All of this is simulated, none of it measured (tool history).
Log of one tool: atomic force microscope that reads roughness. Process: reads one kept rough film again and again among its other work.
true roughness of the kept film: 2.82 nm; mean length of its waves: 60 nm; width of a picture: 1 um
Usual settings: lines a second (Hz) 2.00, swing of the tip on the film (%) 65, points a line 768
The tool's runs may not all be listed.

run,hour,lines a second (Hz),swing of the tip on the film (%),points a line,roughness of the kept film (nm (root mean square))
1,0.0,2.00,65,768,2.603
2,12.9,0.57,65,768,2.684
# hour 32.1: new tip fitted
3,33.9,2.00,65,851,2.607
4,49.2,2.00,65,851,2.600
# hour 75.9: new tip fitted
5,75.9,2.00,65,851,2.628
6,103.4,2.00,65,851,2.579
# hour 120.5: new tip fitted
7,124.2,2.00,65,851,2.614
8,147.3,2.00,65,851,2.575
# hour 165.8: new tip fitted
9,174.8,2.00,65,851,2.613

Forecast run 10:
10,198.7,2.00,65,851,?

{"run 10": {"roughness of the kept film (nm (root mean square))": 2.597}}
Without the tool's hidden state the same run would have given roughness of the kept film (nm (root mean square)) 2.643.

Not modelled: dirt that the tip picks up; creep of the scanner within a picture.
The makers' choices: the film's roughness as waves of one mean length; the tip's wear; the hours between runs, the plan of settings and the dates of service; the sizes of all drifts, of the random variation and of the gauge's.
